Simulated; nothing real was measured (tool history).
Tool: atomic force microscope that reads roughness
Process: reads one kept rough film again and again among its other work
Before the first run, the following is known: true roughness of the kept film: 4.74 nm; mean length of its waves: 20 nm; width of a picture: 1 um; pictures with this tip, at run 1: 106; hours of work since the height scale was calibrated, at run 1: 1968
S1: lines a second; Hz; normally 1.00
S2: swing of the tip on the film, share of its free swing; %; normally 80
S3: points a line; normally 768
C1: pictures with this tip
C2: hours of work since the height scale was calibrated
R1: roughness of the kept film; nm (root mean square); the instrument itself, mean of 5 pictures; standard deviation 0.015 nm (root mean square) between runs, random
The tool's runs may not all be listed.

run,hour,S1,S2,S3,C1,C2,R1
1,0.0,1.00,80,768,106,1968,2.328
# hour 4.6: new tip fitted
# hour 64.0: new tip fitted
2,72.6,1.00,80,768,18,2023,3.265
# hour 119.3: new tip fitted
3,130.7,1.00,80,768,24,2067,3.173
# hour 176.7: new tip fitted
4,194.3,1.00,80,768,37,2115,3.028
# hour 233.5: new tip fitted
5,235.6,1.00,80,490,4,2146,3.478
6,278.2,1.00,80,768,93,2179,2.387
# hour 292.8: new tip fitted
7,342.3,1.00,80,768,103,2227,2.259
# hour 348.7: new tip fitted
8,402.8,1.00,80,768,113,2273,2.209
# hour 410.2: new tip fitted
# hour 465.6: new tip fitted
9,468.2,1.51,84,515,6,2322,3.297
10,515.5,1.51,84,515,104,2358,2.032
# hour 525.0: new tip fitted
# hour 582.6: new tip fitted
11,587.3,1.00,76,385,10,2412,3.420
12,624.2,0.90,83,331,87,2440,2.423
# hour 637.5: new tip fitted
13,663.0,3.65,59,447,53,2470,2.773
# hour 699.3: new tip fitted
14,710.1,3.65,59,447,23,2505,3.098
# hour 755.6: new tip fitted
15,757.2,3.65,59,447,4,2541,3.536
# hour 813.0: new tip fitted
16,819.3,3.65,59,447,13,2588,3.352

5 ways to go on from here, each from the tool as it stands after run 16. What would each give?
# hour 871.4: new tip fitted
A,873.9,1.48,80,355,5,2629,?
# hour 871.4: new tip fitted
B,873.9,0.82,59,447,5,2629,?
# hour 871.4: new tip fitted
C,873.9,3.65,90,840,5,2629,?
# hour 871.4: new tip fitted
D,873.9,0.86,89,447,5,2629,?
# hour 871.4: new tip fitted
E,873.9,3.80,80,768,5,2629,?

run,R1
A,3.323
B,3.610
C,2.718
D,3.387
E,2.975
Take away the tool's hidden state, keep each run's random variation, and the runs would have read:
run,R1
A,3.441
B,3.738
C,2.814
D,3.508
E,3.080
